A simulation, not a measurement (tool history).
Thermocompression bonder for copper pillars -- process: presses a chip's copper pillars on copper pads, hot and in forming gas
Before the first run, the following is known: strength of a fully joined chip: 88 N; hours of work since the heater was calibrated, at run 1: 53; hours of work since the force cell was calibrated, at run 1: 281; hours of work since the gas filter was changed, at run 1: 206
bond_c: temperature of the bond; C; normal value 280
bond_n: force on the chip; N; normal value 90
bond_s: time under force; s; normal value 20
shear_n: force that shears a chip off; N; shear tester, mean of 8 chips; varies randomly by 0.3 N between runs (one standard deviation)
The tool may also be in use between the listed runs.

run,hour,bond_c,bond_n,bond_s,hours of work since the heater was calibrated,hours of work since the force cell was calibrated,hours of work since the gas filter was changed,shear_n
1,0,280,90,20,53,281,206,45.1
2,25.1,280,90,20,67,295,220,45.1
3,39.8,283,90,20,75,303,228,46.7
# hour 53.9: forming gas filter changed
4,60.3,280,90,20,86,314,4,50
5,77.6,280,71,20,96,324,13,40.5
6,91.9,280,90,20,104,332,21,49
7,107.6,280,79,20,112,341,30,44.3
8,132.6,280,79,20,126,354,44,44.4
9,158.1,261,87,20,140,368,58,37.5
10,172.8,280,90,32,149,377,66,56.2
11,187.7,289,90,26,157,385,74,58
12,204.8,289,90,26,166,394,83,57.2
13,229,268,58,36,180,408,97,34.8
14,249.4,286,66,20,191,419,108,39.9
15,261.9,298,90,27,198,426,115,62.6

Here are 4 independent what-if runs from the current tool condition. What would each one return?
A,283.9,310,125,13,210,438,127,?
B,283.9,280,90,36,210,438,127,?
C,283.9,304,126,14,210,438,127,?
D,283.9,296,55,25,210,438,127,?

run,shear_n
A,68.8
B,57.3
C,67.5
D,42.8
With no hidden state in the tool, these same runs would have given:
run,shear_n
A,70
B,57.5
C,68.6
D,42.5

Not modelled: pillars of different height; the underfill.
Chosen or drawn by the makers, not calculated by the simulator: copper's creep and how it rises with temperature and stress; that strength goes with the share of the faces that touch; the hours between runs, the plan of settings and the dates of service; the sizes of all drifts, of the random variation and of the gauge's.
